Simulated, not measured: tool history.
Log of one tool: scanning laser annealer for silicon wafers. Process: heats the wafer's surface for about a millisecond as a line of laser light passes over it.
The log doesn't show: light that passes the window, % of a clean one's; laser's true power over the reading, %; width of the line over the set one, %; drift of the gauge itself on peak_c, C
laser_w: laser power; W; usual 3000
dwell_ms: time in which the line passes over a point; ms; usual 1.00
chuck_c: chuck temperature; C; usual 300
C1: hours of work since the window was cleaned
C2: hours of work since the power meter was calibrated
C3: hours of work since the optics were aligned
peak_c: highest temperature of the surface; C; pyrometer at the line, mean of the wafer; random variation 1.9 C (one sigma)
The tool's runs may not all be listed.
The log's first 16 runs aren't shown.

Run 17, hour 136.5: usual settings but laser_w 2902 W, chuck_c 338 C; C1 17; C2 119; C3 361. Result: peak_c 1067 C.
Run 18, hour 145.1: usual settings but dwell_ms 0.94 ms; C1 23; C2 125; C3 366. Result: peak_c 1034 C.
Run 19, hour 153.3: usual settings; C1 28; C2 130; C3 372. Result: peak_c 1058 C.
Run 20, hour 161.2: usual settings; C1 33; C2 135; C3 377. Result: peak_c 1057 C.
At hour 164.2: window over the wafer cleaned, once more.
Run 21, hour 169.7: usual settings; C1 4; C2 139; C3 381. Result: peak_c 1112 C.
Run 22, hour 179.3: usual settings but laser_w 3122 W, dwell_ms 0.75 ms, chuck_c 294 C; C1 10; C2 145; C3 387. Result: peak_c 1035 C.
Run 23, hour 190.7: usual settings but laser_w 3296 W, dwell_ms 1.10 ms, chuck_c 307 C; C1 17; C2 153; C3 394. Result: peak_c 1265 C.
Run 24, hour 200.4: usual settings but laser_w 2589 W, dwell_ms 0.84 ms, chuck_c 291 C; C1 23; C2 159; C3 401. Result: peak_c 907 C.
Run 25, hour 211.4: usual settings but chuck_c 310 C; C1 30; C2 166; C3 408. Result: peak_c 1118 C.
Run 26, hour 217.0: usual settings but chuck_c 310 C; C1 34; C2 170; C3 411. Result: peak_c 1123 C.
Run 27, hour 227.7: usual settings but laser_w 2967 W, dwell_ms 0.90 ms, chuck_c 271 C; C1 41; C2 177; C3 418. Result: peak_c 1029 C.
Run 28, hour 236.8: usual settings but laser_w 2967 W, dwell_ms 0.86 ms, chuck_c 278 C; C1 47; C2 182; C3 424. Result: peak_c 1016 C.
Run 29, hour 246.8: usual settings but laser_w 2903 W; C1 53; C2 189; C3 431. Result: peak_c 1074 C.
Run 30, hour 251.7: usual settings but laser_w 2693 W, dwell_ms 0.91 ms, chuck_c 285 C; C1 56; C2 192; C3 434. Result: peak_c 957 C.
Run 31, hour 257.9: usual settings but laser_w 2693 W, dwell_ms 0.91 ms, chuck_c 285 C; C1 60; C2 196; C3 438. Result: peak_c 953 C.
Run 32, hour 263.3: usual settings but dwell_ms 1.25 ms, chuck_c 273 C; C1 64; C2 199; C3 441. Result: peak_c 1172 C.
Run 33, hour 270.0: usual settings but dwell_ms 0.76 ms; C1 68; C2 204; C3 445. Result: peak_c 1004 C.
Run 34, hour 281.3: usual settings but laser_w 3206 W, dwell_ms 0.88 ms; C1 75; C2 211; C3 453. Result: peak_c 1123 C.
Run 35, hour 293.2: usual settings but laser_w 3206 W, dwell_ms 0.88 ms; C1 83; C2 219; C3 460. Result: peak_c 1126 C.
Run 36, hour 301.0: usual settings but laser_w 3206 W, dwell_ms 0.88 ms; C1 88; C2 224; C3 465. Result: peak_c 1126 C.
Run 37, hour 306.1: usual settings but laser_w 2882 W, dwell_ms 1.02 ms, chuck_c 334 C; C1 91; C2 227; C3 469. Result: peak_c 1104 C.
Run 38, hour 316.9: usual settings but laser_w 3177 W, dwell_ms 1.03 ms, chuck_c 334 C; C1 98; C2 234; C3 476. Result: peak_c 1211 C.
Run 39, hour 321.8: usual settings but laser_w 3177 W, dwell_ms 1.03 ms, chuck_c 334 C; C1 101; C2 237; C3 479. Result: peak_c 1209 C.
Run 40, hour 328.3: usual settings but laser_w 2855 W; C1 106; C2 241; C3 483. Result: peak_c 1052 C.

Forecast each of these 3 alternatives for the next run:
Run A, hour 336.6: usual settings but laser_w 3121 W, dwell_ms 0.73 ms, chuck_c 286 C; C1 111; C2 247; C3 488. Result: peak_c ?.
Run B, hour 336.6: usual settings but laser_w 2720 W, dwell_ms 1.03 ms, chuck_c 329 C; C1 111; C2 247; C3 488. Result: peak_c ?.
Run C, hour 336.6: usual settings but laser_w 2878 W, chuck_c 267 C; C1 111; C2 247; C3 488. Result: peak_c ?.

run  peak_c
  A    1008
  B    1044
  C    1024
Without the tool's hidden state the same runs would have given:
run  peak_c
  A    1022
  B    1058
  C    1039
